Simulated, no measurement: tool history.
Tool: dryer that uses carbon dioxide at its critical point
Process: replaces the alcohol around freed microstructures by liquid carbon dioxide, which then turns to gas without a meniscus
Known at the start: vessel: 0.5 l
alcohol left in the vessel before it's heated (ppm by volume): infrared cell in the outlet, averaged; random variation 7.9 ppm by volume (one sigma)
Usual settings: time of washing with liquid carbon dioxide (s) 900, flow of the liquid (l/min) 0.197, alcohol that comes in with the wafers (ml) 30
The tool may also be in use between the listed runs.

| run | hour | time of washing with liquid carbon dioxide (s) | flow of the liquid (l/min) | alcohol that comes in with the wafers (ml) | alcohol left in the vessel before it's heated (ppm by volume) |
|---|---|---|---|---|---|
| 1 | 0.0 | 900 | 0.197 | 30 | 669 |
| 2 | 17.7 | 900 | 0.197 | 30 | 706 |
| 3 | 29.0 | 900 | 0.197 | 30 | 695 |
| 4 | 40.6 | 900 | 0.197 | 30 | 758 |
| 5 | 57.2 | 900 | 0.197 | 21 | 546 |
| 6 | 71.0 | 900 | 0.137 | 30 | 2920 |
| 7 | 82.3 | 900 | 0.234 | 30 | 375 |
| 8 | 90.4 | 900 | 0.234 | 30 | 401 |
| 9 | 107.6 | 720 | 0.189 | 44 | 3085 |
| 10 | 123.4 | 720 | 0.189 | 44 | 3163 |
| 11 | 139.7 | 1200 | 0.146 | 82 | 2445 |
| 12 | 151.3 | 960 | 0.197 | 30 | 681 |
| 13 | 166.7 | 960 | 0.197 | 30 | 723 |
| 14 | 178.2 | 1200 | 0.197 | 95 | 750 |
| 15 | 192.1 | 780 | 0.197 | 20 | 1118 |
| 16 | 202.3 | 900 | 0.259 | 101 | 840 |

Measured less the same run without the tool's hidden state. The same run-to-run variation is in both; the gauge's scatter may not be:
The hidden state here: flow that reaches the vessel past the clogged filter, %; alcohol in the recycled carbon dioxide, ppm; drift of the gauge itself on alcohol_ppm, %.
| run | alcohol left in the vessel before it's heated (ppm by volume) |
|---|---|
| 1 | +270 |
| 2 | +298 |
| 3 | +303 |
| 4 | +335 |
| 5 | +261 |
| 6 | +965 |
| 7 | +219 |
| 8 | +236 |
| 9 | +1208 |
| 10 | +1277 |
| 11 | +1218 |
| 12 | +391 |
| 13 | +427 |
| 14 | +497 |
| 15 | +588 |
| 16 | +572 |

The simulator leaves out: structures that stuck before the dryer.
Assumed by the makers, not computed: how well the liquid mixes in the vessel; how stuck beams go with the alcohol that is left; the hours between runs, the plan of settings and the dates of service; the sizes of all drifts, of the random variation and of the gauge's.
